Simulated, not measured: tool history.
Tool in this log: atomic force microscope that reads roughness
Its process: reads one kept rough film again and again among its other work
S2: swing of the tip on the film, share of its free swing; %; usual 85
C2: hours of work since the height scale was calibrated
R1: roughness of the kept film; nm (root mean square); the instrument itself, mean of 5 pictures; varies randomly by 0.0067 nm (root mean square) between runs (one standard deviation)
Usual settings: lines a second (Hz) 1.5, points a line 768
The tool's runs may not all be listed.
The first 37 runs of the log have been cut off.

Run 38, day 50.538: usual settings but lines a second (Hz) 2.71, S2 67 %, points a line 760; pictures with this tip 58; C2 1635. Result: R1 1.725 nm (root mean square).
Run 39, day 51.721: usual settings but lines a second (Hz) 2.7, S2 87 %; pictures with this tip 85; C2 1651. Result: R1 1.506 nm (root mean square).
Run 40, day 52.671: usual settings but lines a second (Hz) 2.37, S2 60 %, points a line 389; pictures with this tip 107; C2 1663. Result: R1 1.774 nm (root mean square).
Run 41, day 53.554: usual settings but lines a second (Hz) 2.37, S2 60 %, points a line 389; pictures with this tip 126; C2 1675. Result: R1 1.766 nm (root mean square).
At day 54.296: new tip fitted.
Run 42, day 55.225: usual settings but lines a second (Hz) 2.37, S2 60 %, points a line 389; pictures with this tip 21; C2 1697. Result: R1 1.77 nm (root mean square).
Run 43, day 56.346: usual settings but lines a second (Hz) 2.37, S2 60 %, points a line 389; pictures with this tip 46; C2 1711. Result: R1 1.775 nm (root mean square).
Run 44, day 57.979: usual settings but lines a second (Hz) 2.37, S2 60 %, points a line 389; pictures with this tip 83; C2 1733. Result: R1 1.772 nm (root mean square).
Run 45, day 59.888: usual settings but S2 78 %, points a line 641; pictures with this tip 126; C2 1758. Result: R1 1.715 nm (root mean square).
At day 60.683: new tip fitted.
Run 46, day 61.05: usual settings but S2 83 %; pictures with this tip 8; C2 1773. Result: R1 1.684 nm (root mean square).
Run 47, day 62.462: usual settings but lines a second (Hz) 0.98; pictures with this tip 40; C2 1792. Result: R1 1.722 nm (root mean square).
Run 48, day 63.479: usual settings but lines a second (Hz) 0.98, points a line 337; pictures with this tip 63; C2 1805. Result: R1 1.715 nm (root mean square).
Run 49, day 65.504: usual settings but lines a second (Hz) 0.79, S2 58 %, points a line 630; pictures with this tip 109; C2 1832. Result: R1 1.83 nm (root mean square).
Run 50, day 66.754: usual settings but lines a second (Hz) 1.09, S2 58 %, points a line 287; pictures with this tip 137; C2 1848. Result: R1 1.809 nm (root mean square).
At day 67.038: new tip fitted.
Run 51, day 67.654: usual settings but lines a second (Hz) 1.09, S2 58 %, points a line 287; pictures with this tip 14; C2 1860. Result: R1 1.824 nm (root mean square).
Run 52, day 69.121: usual settings but S2 71 %, points a line 599; pictures with this tip 47; C2 1879. Result: R1 1.757 nm (root mean square).

Predict each of these 3 candidate next runs independently; none follows another, all start after run 52:
Run A, day 70.004: usual settings but lines a second (Hz) 0.8, S2 68 %, points a line 599; pictures with this tip 66; C2 1891. Result: R1 ?.
Run B, day 70.004: usual settings but lines a second (Hz) 0.68, S2 80 %, points a line 599; pictures with this tip 66; C2 1891. Result: R1 ?.
Run C, day 70.004: usual settings but points a line 274; pictures with this tip 66; C2 1891. Result: R1 ?.

run     R1
  A  1.811
  B  1.782
  C  1.646
Without the tool's unlogged condition, the same runs would have read:
run     R1
  A  1.816
  B  1.787
  C   1.65
